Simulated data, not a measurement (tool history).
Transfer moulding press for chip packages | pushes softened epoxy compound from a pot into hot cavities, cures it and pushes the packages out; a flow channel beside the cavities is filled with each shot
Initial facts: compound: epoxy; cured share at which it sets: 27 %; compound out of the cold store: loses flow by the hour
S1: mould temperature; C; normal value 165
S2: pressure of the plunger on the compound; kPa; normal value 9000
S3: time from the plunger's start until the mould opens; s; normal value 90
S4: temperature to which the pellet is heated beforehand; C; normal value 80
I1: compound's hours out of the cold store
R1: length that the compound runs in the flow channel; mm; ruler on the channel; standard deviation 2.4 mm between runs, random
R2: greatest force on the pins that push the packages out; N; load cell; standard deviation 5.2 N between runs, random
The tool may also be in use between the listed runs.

run,hour,S1,S2,S3,S4,I1,R1,R2
1,0.0,165,9000,90,80,41.6,513,297
2,27.5,165,9000,90,80,45.9,499,318
# hour 51.7: cavities cleaned with cleaning compound and waxed
3,57.4,165,9000,90,80,27.5,550,187
4,90.7,165,9000,90,80,30.3,536,276
5,115.8,165,9000,90,80,33.9,526,316
# hour 141.0: cavities cleaned with cleaning compound and waxed
# hour 147.4: plunger's sealing rings changed
6,158.0,165,9000,90,80,38.7,527,228
7,199.3,165,9000,90,80,18.5,586,307
# hour 234.0: cavities cleaned with cleaning compound and waxed
8,239.5,165,9000,90,80,34.7,531,185
9,274.8,165,9000,90,80,18.6,578,291
10,301.2,165,9000,90,80,36.2,523,327
# hour 325.0: cavities cleaned with cleaning compound and waxed
11,326.4,165,9000,90,80,42.0,507,172
12,352.0,165,9000,90,80,43.7,499,255
13,390.4,161,9000,90,80,38.0,521,368
# hour 402.2: plunger's sealing rings changed
# hour 414.7: mould's thermocouples calibrated
# hour 421.2: cavities cleaned with cleaning compound and waxed
14,421.2,161,9000,90,80,18.9,598,189
15,446.3,161,9000,90,80,37.6,544,291
16,482.0,164,9000,75,80,19.3,587,415
17,503.7,164,9000,75,80,37.6,533,403
# hour 512.7: cavities cleaned with cleaning compound and waxed
18,542.5,167,7080,121,86,13.4,520,249
19,579.7,172,6870,90,80,10.9,503,303
# hour 601.6: cavities cleaned with cleaning compound and waxed
20,618.6,172,9070,90,80,27.3,531,225
21,644.7,172,9070,90,80,47.5,473,271
# hour 657.5: plunger's sealing rings changed
22,675.0,165,9000,90,82,34.6,541,333
# hour 695.3: cavities cleaned with cleaning compound and waxed
23,715.8,173,9000,70,80,10.7,589,236
24,743.7,165,9000,90,70,10.7,607,292
25,780.6,165,9000,130,82,40.7,515,317
# hour 785.0: cavities cleaned with cleaning compound and waxed
26,812.9,165,9000,130,82,41.3,509,252
27,845.2,165,9000,80,82,40.1,510,332

How would selected steps in R1 from run to run divide? Give the signed amount a tool lacking its hidden state would still show from settings, what came in and random variation, and the signed amount left for the hidden state, including any gauge scatter that is not in both of the compared results.
What the log doesn't record here: true mould temperature over the reading, C; pressure that reaches the compound, % of what is set; grip of the stained cavities, % over clean ones'; drift of the gauge itself on flow_mm, %; drift of the gauge itself on push_out_n, %.
Run 5 -> 6: cavities cleaned with cleaning compound and waxed, plunger's sealing rings changed. R1 +1 mm: hidden state +17, all else -16.
Run 13 -> 14: plunger's sealing rings changed, mould's thermocouples calibrated, cavities cleaned with cleaning compound and waxed. R1 +77 mm: hidden state +21, all else +56.
Run 24 -> 25: S3 90 -> 130, S4 70 -> 82. R1 -92 mm: hidden state -1, all else -91.

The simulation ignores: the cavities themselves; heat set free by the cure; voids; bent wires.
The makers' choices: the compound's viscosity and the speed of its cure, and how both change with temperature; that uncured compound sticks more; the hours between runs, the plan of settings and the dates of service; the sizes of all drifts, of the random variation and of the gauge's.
